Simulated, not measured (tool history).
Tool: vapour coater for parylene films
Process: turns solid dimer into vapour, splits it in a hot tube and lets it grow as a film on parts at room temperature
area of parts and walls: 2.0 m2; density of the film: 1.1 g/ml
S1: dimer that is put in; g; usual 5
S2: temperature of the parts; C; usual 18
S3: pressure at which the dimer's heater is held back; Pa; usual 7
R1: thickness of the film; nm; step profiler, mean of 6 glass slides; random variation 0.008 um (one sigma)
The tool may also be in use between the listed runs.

Run 1, hour 0: usual settings. Result: R1 1010 nm.
Run 2, hour 13.4: usual settings. Result: R1 1008 nm.
Run 3, hour 30.9: usual settings. Result: R1 1018 nm.
Run 4, hour 42.2: usual settings. Result: R1 1022 nm.
Run 5, hour 57.2: usual settings. Result: R1 1023 nm.
Run 6, hour 72.2: usual settings but S3 2.42 Pa. Result: R1 1254 nm.
Run 7, hour 89.7: usual settings but S2 20 C. Result: R1 903 nm.
Run 8, hour 99.1: usual settings. Result: R1 1006 nm.
Run 9, hour 111.9: usual settings. Result: R1 1014 nm.
Run 10, hour 126.1: usual settings. Result: R1 991 nm.
Run 11, hour 134.7: usual settings but S3 2.29 Pa. Result: R1 1279 nm.
Run 12, hour 148.9: usual settings. Result: R1 996 nm.
Run 13, hour 157.8: usual settings. Result: R1 991 nm.
At hour 163.8: trap's valve overhauled.
Run 14, hour 170.2: usual settings. Result: R1 1060 nm.
Run 15, hour 187.7: usual settings. Result: R1 1049 nm.
Run 16, hour 203.3: usual settings. Result: R1 1054 nm.
Run 17, hour 219.6: usual settings. Result: R1 1044 nm.
Run 18, hour 231.9: usual settings. Result: R1 1052 nm.
Run 19, hour 245.8: usual settings. Result: R1 1058 nm.
Run 20, hour 255.1: usual settings but S1 3 g. Result: R1 620 nm.
Run 21, hour 264: usual settings but S1 3 g. Result: R1 626 nm.
Run 22, hour 272: usual settings. Result: R1 1042 nm.
Run 23, hour 290.2: usual settings but S3 2.67 Pa. Result: R1 1284 nm.
Run 24, hour 300.7: usual settings but S3 2.67 Pa. Result: R1 1284 nm.
Run 25, hour 310.1: usual settings but S3 2.67 Pa. Result: R1 1284 nm.
Run 26, hour 324.9: usual settings but S3 2.67 Pa. Result: R1 1271 nm.
Run 27, hour 340.8: usual settings but S1 7 g. Result: R1 1440 nm.
Run 28, hour 354.8: usual settings but S1 3 g, S2 11 C, S3 5.33 Pa. Result: R1 922 nm.
Run 29, hour 368: usual settings but S1 3 g, S2 11 C, S3 5.33 Pa. Result: R1 908 nm.
Run 30, hour 375.7: usual settings but S1 3 g, S2 20 C. Result: R1 559 nm.
Run 31, hour 383.6: usual settings but S1 7 g, S2 21 C, S3 2.9 Pa. Result: R1 1504 nm.
Run 32, hour 402: usual settings but S1 7 g, S2 21 C, S3 2.9 Pa. Result: R1 1497 nm.
Run 33, hour 414.5: usual settings but S1 4 g, S2 15 C, S3 4.67 Pa. Result: R1 1031 nm.
Run 34, hour 425.1: usual settings but S1 4 g, S2 15 C, S3 4.67 Pa. Result: R1 1011 nm.
Run 35, hour 437: usual settings but S1 4 g, S2 15 C, S3 4.67 Pa. Result: R1 1031 nm.
Run 36, hour 449.2: usual settings but S1 4 g, S2 15 C, S3 5.77 Pa. Result: R1 969 nm.
Run 37, hour 464.5: usual settings but S1 4 g, S3 3.28 Pa. Result: R1 952 nm.
Run 38, hour 473.6: usual settings but S1 3 g, S3 5.65 Pa. Result: R1 651 nm.
Run 39, hour 482: usual settings but S1 3 g, S3 5.65 Pa. Result: R1 635 nm.
Run 40, hour 500.4: usual settings but S2 15 C, S3 2.41 Pa. Result: R1 1466 nm.
Run 41, hour 509.5: usual settings but S1 2 g, S2 15 C, S3 3.04 Pa. Result: R1 547 nm.
Run 42, hour 526.7: usual settings but S1 2 g, S2 17 C, S3 3.04 Pa. Result: R1 498 nm.
Run 43, hour 540: usual settings but S1 7 g, S2 13 C, S3 5.13 Pa. Result: R1 1911 nm.
Run 44, hour 551.1: usual settings but S1 7 g, S2 13 C, S3 5.13 Pa. Result: R1 1895 nm.
Run 45, hour 568.2: usual settings but S1 4 g, S2 13 C, S3 5.13 Pa. Result: R1 1084 nm.
Run 46, hour 579.4: usual settings but S1 8 g, S2 24 C, S3 8.11 Pa. Result: R1 1152 nm.
Run 47, hour 591.3: usual settings but S2 19 C, S3 3.97 Pa. Result: R1 1076 nm.

Measured less the same run without the tool's hidden state. The same run-to-run variation is in both; the gauge's scatter may not be:
The hidden state here: vapour lost through the trap's worn valve, %; true temperature of the parts over the reading, C; drift of the gauge itself on film_um, %.
run    R1
  1   -49
  2   -51
  3   -53
  4   -56
  5   -58
  6   -75
  7   -57
  8   -64
  9   -66
 10   -67
 11   -87
 12   -71
 13   -72
 14   -16
 15   -18
 16   -20
 17   -23
 18   -24
 19   -27
 20   -17
 21   -18
 22   -31
 23   -41
 24   -43
 25   -45
 26   -47
 27   -57
 28   -38
 29   -39
 30   -25
 31   -69
 32   -73
 33   -52
 34   -53
 35   -56
 36   -55
 37   -55
 38   -38
 39   -38
 40   -94
 41   -37
 42   -34
 43  -133
 44  -135
 45   -80
 46   -88
 47   -83
